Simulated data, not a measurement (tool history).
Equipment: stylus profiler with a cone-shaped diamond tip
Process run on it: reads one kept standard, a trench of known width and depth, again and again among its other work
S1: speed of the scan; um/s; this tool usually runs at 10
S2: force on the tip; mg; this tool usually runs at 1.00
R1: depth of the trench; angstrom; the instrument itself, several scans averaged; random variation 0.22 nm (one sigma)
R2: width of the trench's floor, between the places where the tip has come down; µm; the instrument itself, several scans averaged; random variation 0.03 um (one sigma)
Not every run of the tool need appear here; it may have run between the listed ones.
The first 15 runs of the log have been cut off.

Run 16, hour 927.3: usual settings but S1 6 um/s, S2 0.55 mg. Result: R1 10065.2 angstrom, R2 15.74 µm.
Run 17, hour 974.3: usual settings but S1 6 um/s, S2 0.71 mg. Result: R1 10068.3 angstrom, R2 15.71 µm.
Run 18, hour 1064.8: usual settings but S1 6 um/s, S2 0.71 mg. Result: R1 10074.3 angstrom, R2 15.69 µm.
Run 19, hour 1129.0: usual settings but S1 26 um/s, S2 1.14 mg. Result: R1 10097.0 angstrom, R2 15.41 µm.
Run 20, hour 1191.7: usual settings but S1 4 um/s, S2 1.35 mg. Result: R1 10102.8 angstrom, R2 15.58 µm.
Run 21, hour 1236.4: usual settings but S1 4 um/s, S2 1.35 mg. Result: R1 10101.6 angstrom, R2 15.46 µm.
At hour 1243.7: height scale calibrated on a step standard.
Run 22, hour 1296.4: usual settings but S1 12 um/s, S2 1.99 mg. Result: R1 10141.6 angstrom, R2 15.38 µm.
Run 23, hour 1342.5: usual settings but S1 20 um/s, S2 0.47 mg. Result: R1 10067.1 angstrom, R2 15.14 µm.
Run 24, hour 1425.8: usual settings but S1 20 um/s, S2 0.47 mg. Result: R1 10067.4 angstrom, R2 15.04 µm.
Run 25, hour 1501.4: usual settings but S1 32 um/s, S2 2.23 mg. Result: R1 10154.4 angstrom, R2 15.14 µm.
Run 26, hour 1559.4: usual settings but S1 3 um/s, S2 2.76 mg. Result: R1 10177.4 angstrom, R2 15.18 µm.
At hour 1586.3: height scale calibrated on a step standard, once more.
Run 27, hour 1610.9: usual settings but S1 4 um/s. Result: R1 10069.9 angstrom, R2 15.10 µm.
Run 28, hour 1684.8: usual settings but S1 4 um/s. Result: R1 10074.4 angstrom, R2 15.03 µm.
Run 29, hour 1726.7: usual settings but S1 4 um/s. Result: R1 10072.4 angstrom, R2 15.06 µm.
Run 30, hour 1785.2: usual settings but S1 8 um/s. Result: R1 10070.4 angstrom, R2 14.94 µm.
Run 31, hour 1826.7: usual settings but S2 1.36 mg. Result: R1 10087.2 angstrom, R2 14.91 µm.
Run 32, hour 1877.3: usual settings but S1 3 um/s, S2 0.87 mg. Result: R1 10066.1 angstrom, R2 14.90 µm.
Run 33, hour 1928.8: usual settings but S1 3 um/s, S2 0.87 mg. Result: R1 10070.6 angstrom, R2 14.82 µm.

Consider 4 possible next runs. They are alternatives, not a sequence: every one starts from the tool as it was left by run 33. What does each give?
Run A, hour 1969.4: usual settings but S1 33 um/s. Result: R1 ?, R2 ?.
Run B, hour 1969.4: usual settings but S1 3 um/s, S2 2.36 mg. Result: R1 ?, R2 ?.
Run C, hour 1969.4: usual settings but S1 5 um/s, S2 0.64 mg. Result: R1 ?, R2 ?.
Run D, hour 1969.4: usual settings but S1 8 um/s, S2 0.61 mg. Result: R1 ?, R2 ?.

run       R1     R2
  A  10073.6  14.54
  B  10131.1  14.84
  C  10056.4  14.77
  D  10050.5  14.71
With the hidden condition removed and each run's random variation left untouched, the same runs would have given:
run       R1     R2
  A  10076.5  16.23
  B  10134.0  16.53
  C  10059.3  16.46
  D  10053.4  16.40
